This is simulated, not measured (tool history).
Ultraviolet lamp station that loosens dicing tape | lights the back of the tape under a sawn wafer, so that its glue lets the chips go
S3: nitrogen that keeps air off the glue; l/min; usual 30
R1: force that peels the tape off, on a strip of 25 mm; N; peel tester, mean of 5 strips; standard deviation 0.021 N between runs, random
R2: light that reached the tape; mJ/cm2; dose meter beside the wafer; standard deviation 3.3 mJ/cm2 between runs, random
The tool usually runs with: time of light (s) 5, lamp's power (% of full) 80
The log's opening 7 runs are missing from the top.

-- day=3.092 window cleaned of glue's vapour
run 8 day=3.521 | time_of_light_(s)=4 lamp's_power_(%_of_full)=80 S3=30 | R1=2.034 R2=341
run 9 day=3.883 | time_of_light_(s)=5 lamp's_power_(%_of_full)=83 S3=30 | R1=1.442 R2=438
run 10 day=4.483 | time_of_light_(s)=5 lamp's_power_(%_of_full)=83 S3=30 | R1=1.390 R2=431
-- day=5.121 window cleaned of glue's vapour, once more
run 11 day=5.121 | time_of_light_(s)=5 lamp's_power_(%_of_full)=83 S3=30 | R1=1.125 R2=489
run 12 day=5.688 | time_of_light_(s)=5 lamp's_power_(%_of_full)=83 S3=14 | R1=1.878 R2=490
run 13 day=6.058 | time_of_light_(s)=5 lamp's_power_(%_of_full)=83 S3=14 | R1=1.931 R2=487
run 14 day=6.596 | time_of_light_(s)=5 lamp's_power_(%_of_full)=80 S3=17 | R1=1.796 R2=469
run 15 day=6.900 | time_of_light_(s)=5 lamp's_power_(%_of_full)=80 S3=17 | R1=1.851 R2=463
run 16 day=7.454 | time_of_light_(s)=5 lamp's_power_(%_of_full)=80 S3=17 | R1=1.880 R2=462
run 17 day=7.908 | time_of_light_(s)=5 lamp's_power_(%_of_full)=80 S3=38 | R1=1.079 R2=460
run 18 day=8.425 | time_of_light_(s)=3 lamp's_power_(%_of_full)=62 S3=11 | R1=4.734 R2=214
run 19 day=8.767 | time_of_light_(s)=4 lamp's_power_(%_of_full)=73 S3=22 | R1=2.525 R2=333
run 20 day=9.388 | time_of_light_(s)=5 lamp's_power_(%_of_full)=88 S3=53 | R1=0.721 R2=497
run 21 day=9.679 | time_of_light_(s)=5 lamp's_power_(%_of_full)=80 S3=52 | R1=0.871 R2=452
run 22 day=10.054 | time_of_light_(s)=5 lamp's_power_(%_of_full)=70 S3=30 | R1=1.623 R2=393
run 23 day=10.375 | time_of_light_(s)=5 lamp's_power_(%_of_full)=70 S3=30 | R1=1.644 R2=396
run 24 day=10.954 | time_of_light_(s)=5 lamp's_power_(%_of_full)=70 S3=17 | R1=2.314 R2=391
run 25 day=11.488 | time_of_light_(s)=4 lamp's_power_(%_of_full)=70 S3=16 | R1=3.124 R2=312
run 26 day=12.046 | time_of_light_(s)=4 lamp's_power_(%_of_full)=70 S3=16 | R1=3.068 R2=312
run 27 day=12.592 | time_of_light_(s)=5 lamp's_power_(%_of_full)=80 S3=12 | R1=2.391 R2=441
run 28 day=13.204 | time_of_light_(s)=2 lamp's_power_(%_of_full)=63 S3=40 | R1=4.532 R2=140
run 29 day=13.783 | time_of_light_(s)=2 lamp's_power_(%_of_full)=69 S3=21 | R1=4.930 R2=151
run 30 day=14.238 | time_of_light_(s)=2 lamp's_power_(%_of_full)=69 S3=21 | R1=4.968 R2=152
run 31 day=14.833 | time_of_light_(s)=2 lamp's_power_(%_of_full)=69 S3=21 | R1=4.834 R2=153
run 32 day=15.446 | time_of_light_(s)=2 lamp's_power_(%_of_full)=69 S3=21 | R1=4.934 R2=149

Forecast each of these 3 alternatives for the next run:
run A day=15.767 | time_of_light_(s)=5 lamp's_power_(%_of_full)=80 S3=41 | R1=? R2=?
run B day=15.767 | time_of_light_(s)=9 lamp's_power_(%_of_full)=69 S3=51 | R1=? R2=?
run C day=15.767 | time_of_light_(s)=4 lamp's_power_(%_of_full)=72 S3=21 | R1=? R2=?

run=A R1=1.166 R2=428
run=B R1=0.403 R2=665
run=C R1=2.863 R2=312
Without the tool's unlogged condition, the same runs would have read:
run=A R1=0.812 R2=516
run=B R1=0.280 R2=802
run=C R1=2.286 R2=376
